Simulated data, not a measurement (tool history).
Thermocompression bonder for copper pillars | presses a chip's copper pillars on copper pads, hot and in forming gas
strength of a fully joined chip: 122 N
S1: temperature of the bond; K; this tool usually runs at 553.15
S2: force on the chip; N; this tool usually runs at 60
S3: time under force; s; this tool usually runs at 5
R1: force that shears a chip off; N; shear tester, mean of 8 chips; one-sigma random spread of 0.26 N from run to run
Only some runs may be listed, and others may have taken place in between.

| run | hour | S1 | S2 | S3 | R1 |
|---|---|---|---|---|---|
| 1 | 0.0 | 553.15 | 60 | 5 | 61.7 |
| 2 | 18.3 | 553.15 | 60 | 5 | 61.8 |
| 3 | 27.9 | 574.15 | 60 | 5 | 71.6 |
| 4 | 43.3 | 574.15 | 60 | 5 | 71.6 |
| 5 | 56.4 | 557.15 | 60 | 5 | 63.6 |
| 6 | 67.7 | 557.15 | 60 | 5 | 63.8 |
|  | 70.3 | force cell calibrated |
|  | 78.7 | forming gas filter changed |
| 7 | 80.5 | 554.15 | 40 | 5 | 52.9 |
| 8 | 93.7 | 573.15 | 60 | 4 | 70.5 |
| 9 | 102.4 | 523.15 | 36 | 4 | 33.0 |
| 10 | 113.6 | 523.15 | 36 | 4 | 33.1 |
| 11 | 123.9 | 523.15 | 36 | 4 | 33.1 |

Pick out some run-to-run changes in R1. Of each, how much would a tool without hidden state show as well, from the settings, what came in and chance, and how much is left for the hidden state and any gauge scatter not in both results compared?
The tool's hidden condition here consists of: true temperature of the bond over the reading, C; force that reaches the chip, % of what is set; oxide that the forming gas leaves, % of the face; drift of the gauge itself on shear_n, %.
Run 6 -> 7: S1 557.15 -> 554.15, S2 60 -> 40, force cell calibrated, forming gas filter changed. R1 -10.9 N: hidden state +4.0, all else -14.9.
Run 8 -> 9: S1 573.15 -> 523.15, S2 60 -> 36. R1 -37.5 N: hidden state +0.3, all else -37.8.
